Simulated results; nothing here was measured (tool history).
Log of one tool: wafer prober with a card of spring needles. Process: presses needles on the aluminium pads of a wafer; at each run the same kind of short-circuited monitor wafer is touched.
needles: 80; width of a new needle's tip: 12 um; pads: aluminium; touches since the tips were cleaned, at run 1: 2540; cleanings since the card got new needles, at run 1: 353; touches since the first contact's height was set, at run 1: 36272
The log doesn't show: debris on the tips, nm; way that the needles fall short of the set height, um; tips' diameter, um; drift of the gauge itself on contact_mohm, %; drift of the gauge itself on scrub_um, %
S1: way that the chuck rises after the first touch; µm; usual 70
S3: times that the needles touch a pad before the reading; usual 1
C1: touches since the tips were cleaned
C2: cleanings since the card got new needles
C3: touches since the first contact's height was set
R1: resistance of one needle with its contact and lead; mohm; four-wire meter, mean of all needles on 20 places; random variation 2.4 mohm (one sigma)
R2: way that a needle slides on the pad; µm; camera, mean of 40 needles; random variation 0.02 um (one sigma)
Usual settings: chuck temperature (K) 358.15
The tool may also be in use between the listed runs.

Run 1, hour 0.0: usual settings; C1 2540; C2 353; C3 36272. Result: R1 377 mohm, R2 8.60 µm.
At hour 4.2: tips cleaned on abrasive film.
At hour 12.5: tips cleaned on abrasive film.
At hour 22.9: tips cleaned on abrasive film.
At hour 31.2: tips cleaned on abrasive film.
At hour 41.5: tips cleaned on abrasive film.
At hour 49.9: tips cleaned on abrasive film.
At hour 60.2: tips cleaned on abrasive film.
At hour 70.6: tips cleaned on abrasive film.
Run 2, hour 73.3: usual settings but chuck temperature (K) 350.15; C1 1144; C2 361; C3 66823. Result: R1 342 mohm, R2 8.51 µm.
At hour 79.6: tips cleaned on abrasive film.
At hour 87.9: tips cleaned on abrasive film.
At hour 96.2: tips cleaned on abrasive film.
At hour 106.5: tips cleaned on abrasive film.
At hour 116.9: tips cleaned on abrasive film.
At hour 125.2: tips cleaned on abrasive film.
At hour 129.6: height of the first contact set anew.
Run 3, hour 130.2: usual settings but S1 75 µm, chuck temperature (K) 350.15; C1 1983; C2 367; C3 253. Result: R1 351 mohm, R2 9.29 µm.
At hour 134.4: tips cleaned on abrasive film.
At hour 144.8: tips cleaned on abrasive film.
At hour 153.1: tips cleaned on abrasive film.
At hour 161.4: tips cleaned on abrasive film.
At hour 171.8: tips cleaned on abrasive film.
At hour 182.1: tips cleaned on abrasive film.
At hour 190.4: tips cleaned on abrasive film.
At hour 198.7: tips cleaned on abrasive film.
Run 4, hour 202.1: usual settings but S1 75 µm, chuck temperature (K) 350.15; C1 1414; C2 375; C3 30209. Result: R1 341 mohm, R2 9.19 µm.
At hour 208.3: tips cleaned on abrasive film.
At hour 218.7: tips cleaned on abrasive film.
At hour 229.1: tips cleaned on abrasive film.
At hour 239.4: tips cleaned on abrasive film.
At hour 249.8: tips cleaned on abrasive film.
At hour 260.2: tips cleaned on abrasive film.
Run 5, hour 265.8: usual settings; C1 2373; C2 381; C3 56800. Result: R1 380 mohm, R2 8.55 µm.
At hour 270.0: tips cleaned on abrasive film.
At hour 278.3: tips cleaned on abrasive film.
At hour 286.6: tips cleaned on abrasive film.
At hour 294.9: tips cleaned on abrasive film.
At hour 305.3: tips cleaned on abrasive film.
At hour 315.6: tips cleaned on abrasive film.
At hour 326.0: tips cleaned on abrasive film.
At hour 334.3: tips cleaned on abrasive film.
Run 6, hour 339.6: usual settings; C1 2216; C2 389; C3 87560. Result: R1 379 mohm, R2 8.43 µm.
At hour 343.8: tips cleaned on abrasive film.
At hour 346.1: height of the first contact set anew.
At hour 352.4: tips cleaned on abrasive film.
At hour 360.7: tips cleaned on abrasive film.
At hour 369.0: tips cleaned on abrasive film.
At hour 379.3: tips cleaned on abrasive film.
Run 7, hour 379.3: usual settings; C1 0; C2 394; C3 13802. Result: R1 293 mohm, R2 8.63 µm.
At hour 389.6: tips cleaned on abrasive film.
At hour 397.9: tips cleaned on abrasive film.
At hour 408.3: tips cleaned on abrasive film.
At hour 416.6: tips cleaned on abrasive film.
Run 8, hour 420.6: usual settings; C1 1682; C2 398; C3 31052. Result: R1 359 mohm, R2 8.56 µm.
At hour 426.9: tips cleaned on abrasive film.
At hour 437.2: tips cleaned on abrasive film.
At hour 447.6: tips cleaned on abrasive film.
At hour 455.9: tips cleaned on abrasive film.
At hour 466.3: tips cleaned on abrasive film.
At hour 474.6: tips cleaned on abrasive film.
Run 9, hour 475.8: usual settings; C1 500; C2 404; C3 54040. Result: R1 318 mohm, R2 8.52 µm.
At hour 484.1: tips cleaned on abrasive film.
At hour 494.4: tips cleaned on abrasive film.
At hour 504.8: tips cleaned on abrasive film.
At hour 513.1: tips cleaned on abrasive film.
At hour 523.5: tips cleaned on abrasive film.
At hour 532.4: tips cleaned on abrasive film.
Run 10, hour 532.4: usual settings; C1 0; C2 410; C3 77668. Result: R1 291 mohm, R2 8.46 µm.
At hour 542.8: tips cleaned on abrasive film.
At hour 553.1: tips cleaned on abrasive film.
At hour 561.4: tips cleaned on abrasive film.
At hour 561.7: height of the first contact set anew.
At hour 570.1: tips cleaned on abrasive film.
At hour 580.4: tips cleaned on abrasive film.
At hour 590.8: tips cleaned on abrasive film.
At hour 599.1: tips cleaned on abrasive film.
Run 11, hour 600.8: usual settings; C1 737; C2 417; C3 16306. Result: R1 332 mohm, R2 8.60 µm.
At hour 609.1: tips cleaned on abrasive film.
At hour 617.5: tips cleaned on abrasive film.
At hour 629.5: card fitted with new needles.
At hour 637.8: tips cleaned on abrasive film.
At hour 646.1: tips cleaned on abrasive film.
Run 12, hour 652.5: usual settings but S1 65 µm, chuck temperature (K) 377.15, S3 3; C1 2705; C2 2; C3 9625. Result: R1 303 mohm, R2 7.97 µm.
At hour 654.6: tips cleaned on abrasive film.
At hour 663.0: tips cleaned on abrasive film.
At hour 671.3: tips cleaned on abrasive film.
At hour 679.6: tips cleaned on abrasive film.
At hour 687.9: tips cleaned on abrasive film.
Run 13, hour 691.5: usual settings but S1 65 µm, chuck temperature (K) 377.15, S3 3; C1 1518; C2 7; C3 25846. Result: R1 297 mohm, R2 7.95 µm.
At hour 697.7: tips cleaned on abrasive film.
At hour 706.0: tips cleaned on abrasive film.
At hour 716.4: tips cleaned on abrasive film.
At hour 726.8: tips cleaned on abrasive film.
At hour 735.1: tips cleaned on abrasive film.
At hour 745.4: tips cleaned on abrasive film.
At hour 753.8: tips cleaned on abrasive film.
Run 14, hour 760.1: usual settings but S1 63 µm, chuck temperature (K) 330.15, S3 2; C1 2657; C2 14; C3 54451. Result: R1 313 mohm, R2 7.68 µm.
At hour 762.2: tips cleaned on abrasive film.
At hour 770.5: tips cleaned on abrasive film.
At hour 780.9: tips cleaned on abrasive film.
At hour 789.2: tips cleaned on abrasive film.
At hour 797.5: tips cleaned on abrasive film.
At hour 807.9: tips cleaned on abrasive film.
At hour 816.2: tips cleaned on abrasive film.
At hour 824.5: tips cleaned on abrasive film.
Run 15, hour 832.4: usual settings but S1 86 µm; C1 3314; C2 22; C3 84591. Result: R1 340 mohm, R2 10.41 µm.
At hour 834.5: tips cleaned on abrasive film.
At hour 842.8: tips cleaned on abrasive film.
At hour 845.2: height of the first contact set anew.
At hour 851.4: tips cleaned on abrasive film.
At hour 859.8: tips cleaned on abrasive film.
At hour 870.1: tips cleaned on abrasive film.
At hour 880.5: tips cleaned on abrasive film.
Run 16, hour 886.4: usual settings but S1 86 µm; C1 2489; C2 28; C3 17193. Result: R1 331 mohm, R2 10.57 µm.
At hour 890.6: tips cleaned on abrasive film.
At hour 898.9: tips cleaned on abrasive film.
At hour 907.2: tips cleaned on abrasive film.
At hour 915.5: tips cleaned on abrasive film.
At hour 923.8: tips cleaned on abrasive film.
At hour 934.2: tips cleaned on abrasive film.
Run 17, hour 935.8: usual settings but S1 63 µm, S3 2; C1 683; C2 34; C3 37769. Result: R1 288 mohm, R2 7.69 µm.
At hour 944.1: tips cleaned on abrasive film.
At hour 952.4: tips cleaned on abrasive film.
At hour 960.7: tips cleaned on abrasive film.
At hour 971.1: tips cleaned on abrasive film.
Run 18, hour 971.3: usual settings but S1 58 µm, S3 3; C1 92; C2 38; C3 52564. Result: R1 282 mohm, R2 7.00 µm.
At hour 979.6: tips cleaned on abrasive film.
At hour 987.9: tips cleaned on abrasive film.
At hour 998.3: tips cleaned on abrasive film.
At hour 1006.6: tips cleaned on abrasive film.
At hour 1014.9: tips cleaned on abrasive film.
Run 19, hour 1020.0: usual settings but S1 58 µm, S3 3; C1 2159; C2 43; C3 72879. Result: R1 299 mohm, R2 7.02 µm.
At hour 1024.2: tips cleaned on abrasive film.
At hour 1032.5: tips cleaned on abrasive film.
At hour 1040.8: tips cleaned on abrasive film.
At hour 1051.2: tips cleaned on abrasive film.
At hour 1061.6: tips cleaned on abrasive film.
At hour 1061.9: height of the first contact set anew.
At hour 1072.2: tips cleaned on abrasive film.
At hour 1080.5: tips cleaned on abrasive film.
At hour 1089.2: tips cleaned on abrasive film.
Run 20, hour 1089.2: usual settings but S1 58 µm; C1 0; C2 51; C3 11386. Result: R1 277 mohm, R2 7.14 µm.
At hour 1099.5: tips cleaned on abrasive film.
At hour 1107.8: tips cleaned on abrasive film.
At hour 1116.1: tips cleaned on abrasive film.
At hour 1124.5: tips cleaned on abrasive film.
At hour 1134.8: tips cleaned on abrasive film.
At hour 1143.1: tips cleaned on abrasive film.
At hour 1151.4: tips cleaned on abrasive film.
Run 21, hour 1158.4: usual settings but S1 58 µm; C1 2948; C2 58; C3 40278. Result: R1 358 mohm, R2 7.05 µm.
At hour 1160.6: tips cleaned on abrasive film.
At hour 1168.9: tips cleaned on abrasive film.
At hour 1177.2: tips cleaned on abrasive film.
At hour 1187.6: tips cleaned on abrasive film.
At hour 1197.9: tips cleaned on abrasive film.
At hour 1206.2: tips cleaned on abrasive film.
At hour 1216.6: tips cleaned on abrasive film.
Run 22, hour 1221.3: usual settings but S1 58 µm; C1 1991; C2 65; C3 66488. Result: R1 346 mohm, R2 6.99 µm.

Forecast each of these 3 alternatives for the next run:
At hour 1225.5: tips cleaned on abrasive film.
At hour 1233.8: tips cleaned on abrasive film.
At hour 1242.1: tips cleaned on abrasive film.
At hour 1250.5: tips cleaned on abrasive film.
At hour 1258.8: tips cleaned on abrasive film.
At hour 1267.1: tips cleaned on abrasive film.
At hour 1277.4: tips cleaned on abrasive film.
At hour 1277.7: height of the first contact set anew.
At hour 1288.1: tips cleaned on abrasive film.
Run A, hour 1295.0: usual settings; C1 2904; C2 73; C3 7229. Result: R1 ?, R2 ?.
At hour 1225.5: tips cleaned on abrasive film.
At hour 1233.8: tips cleaned on abrasive film.
At hour 1242.1: tips cleaned on abrasive film.
At hour 1250.5: tips cleaned on abrasive film.
At hour 1258.8: tips cleaned on abrasive film.
At hour 1267.1: tips cleaned on abrasive film.
At hour 1277.4: tips cleaned on abrasive film.
At hour 1277.7: height of the first contact set anew.
At hour 1288.1: tips cleaned on abrasive film.
Run B, hour 1295.0: usual settings but S1 58 µm, chuck temperature (K) 390.15; C1 2904; C2 73; C3 7229. Result: R1 ?, R2 ?.
At hour 1225.5: tips cleaned on abrasive film.
At hour 1233.8: tips cleaned on abrasive film.
At hour 1242.1: tips cleaned on abrasive film.
At hour 1250.5: tips cleaned on abrasive film.
At hour 1258.8: tips cleaned on abrasive film.
At hour 1267.1: tips cleaned on abrasive film.
At hour 1277.4: tips cleaned on abrasive film.
At hour 1277.7: height of the first contact set anew.
At hour 1288.1: tips cleaned on abrasive film.
Run C, hour 1295.0: usual settings but S1 67 µm, chuck temperature (K) 378.15; C1 2904; C2 73; C3 7229. Result: R1 ?, R2 ?.

run   R1    R2
  A  339  8.63
  B  360  7.16
  C  339  8.28
Without the tool's hidden state the same runs would have given:
run   R1    R2
  A  276  8.64
  B  282  7.17
  C  276  8.29
